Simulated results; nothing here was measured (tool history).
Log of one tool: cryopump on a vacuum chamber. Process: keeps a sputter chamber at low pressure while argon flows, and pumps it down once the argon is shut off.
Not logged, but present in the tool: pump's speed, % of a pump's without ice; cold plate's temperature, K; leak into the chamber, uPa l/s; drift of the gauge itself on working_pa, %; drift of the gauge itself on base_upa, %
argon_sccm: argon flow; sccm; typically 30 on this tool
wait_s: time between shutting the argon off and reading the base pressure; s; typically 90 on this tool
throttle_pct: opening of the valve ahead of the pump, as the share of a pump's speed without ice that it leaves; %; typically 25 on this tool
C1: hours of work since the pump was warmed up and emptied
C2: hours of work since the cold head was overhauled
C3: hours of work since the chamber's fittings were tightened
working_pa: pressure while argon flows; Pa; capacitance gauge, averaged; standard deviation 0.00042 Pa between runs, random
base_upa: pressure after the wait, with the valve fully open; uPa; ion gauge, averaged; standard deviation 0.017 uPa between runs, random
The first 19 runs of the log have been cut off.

run 20 hour=1005 | argon_sccm=14 wait_s=23 throttle_pct=17 | C1=560 C2=2777 C3=1795 | working_pa=0.058 base_upa=2.72
run 21 hour=1043.2 | argon_sccm=14 wait_s=23 throttle_pct=17 | C1=588 C2=2805 C3=1823 | working_pa=0.0582 base_upa=2.67
run 22 hour=1101.5 | argon_sccm=24 wait_s=22 throttle_pct=17 | C1=631 C2=2848 C3=1866 | working_pa=0.0989 base_upa=2.76
run 23 hour=1136.1 | argon_sccm=50 wait_s=29 throttle_pct=25 | C1=656 C2=2873 C3=1891 | working_pa=0.1427 base_upa=2.18
run 24 hour=1197 | argon_sccm=50 wait_s=29 throttle_pct=29 | C1=701 C2=2917 C3=1935 | working_pa=0.1251 base_upa=2.19
run 25 hour=1262.9 | argon_sccm=21 wait_s=90 throttle_pct=25 | C1=749 C2=2966 C3=1984 | working_pa=0.0614 base_upa=0.94
run 26 hour=1324.1 | argon_sccm=57 wait_s=90 throttle_pct=37 | C1=794 C2=3010 C3=2028 | working_pa=0.1149 base_upa=0.95
run 27 hour=1368.1 | argon_sccm=57 wait_s=90 throttle_pct=37 | C1=826 C2=3043 C3=2060 | working_pa=0.1152 base_upa=0.94
run 28 hour=1404.5 | argon_sccm=18 wait_s=147 throttle_pct=35 | C1=852 C2=3069 C3=2087 | working_pa=0.0384 base_upa=0.71
run 29 hour=1451.8 | argon_sccm=18 wait_s=147 throttle_pct=35 | C1=887 C2=3104 C3=2122 | working_pa=0.0386 base_upa=0.74
run 30 hour=1488.9 | argon_sccm=30 wait_s=51 throttle_pct=25 | C1=914 C2=3131 C3=2149 | working_pa=0.0883 base_upa=1.43
run 31 hour=1522.1 | argon_sccm=30 wait_s=51 throttle_pct=25 | C1=938 C2=3155 C3=2173 | working_pa=0.0872 base_upa=1.42
run 32 hour=1569.6 | argon_sccm=36 wait_s=170 throttle_pct=25 | C1=973 C2=3190 C3=2208 | working_pa=0.1052 base_upa=0.69
run 33 hour=1602.4 | argon_sccm=47 wait_s=35 throttle_pct=16 | C1=997 C2=3214 C3=2232 | working_pa=0.2101 base_upa=1.88

Predict each of these 4 candidate next runs independently; none follows another, all start after run 33:
run A hour=1648.7 | argon_sccm=34 wait_s=127 throttle_pct=25 | C1=1031 C2=3248 C3=2266 | working_pa=? base_upa=?
run B hour=1648.7 | argon_sccm=34 wait_s=90 throttle_pct=51 | C1=1031 C2=3248 C3=2266 | working_pa=? base_upa=?
run C hour=1648.7 | argon_sccm=30 wait_s=44 throttle_pct=25 | C1=1031 C2=3248 C3=2266 | working_pa=? base_upa=?
run D hour=1648.7 | argon_sccm=18 wait_s=90 throttle_pct=22 | C1=1031 C2=3248 C3=2266 | working_pa=? base_upa=?

run=A working_pa=0.1009 base_upa=0.82
run=B working_pa=0.0537 base_upa=1
run=C working_pa=0.0881 base_upa=1.61
run=D working_pa=0.0606 base_upa=1.01
Had the tool no hidden state, the same runs would have come out as:
run=A working_pa=0.0923 base_upa=0.54
run=B working_pa=0.045 base_upa=0.72
run=C working_pa=0.0805 base_upa=1.34
run=D working_pa=0.056 base_upa=0.73
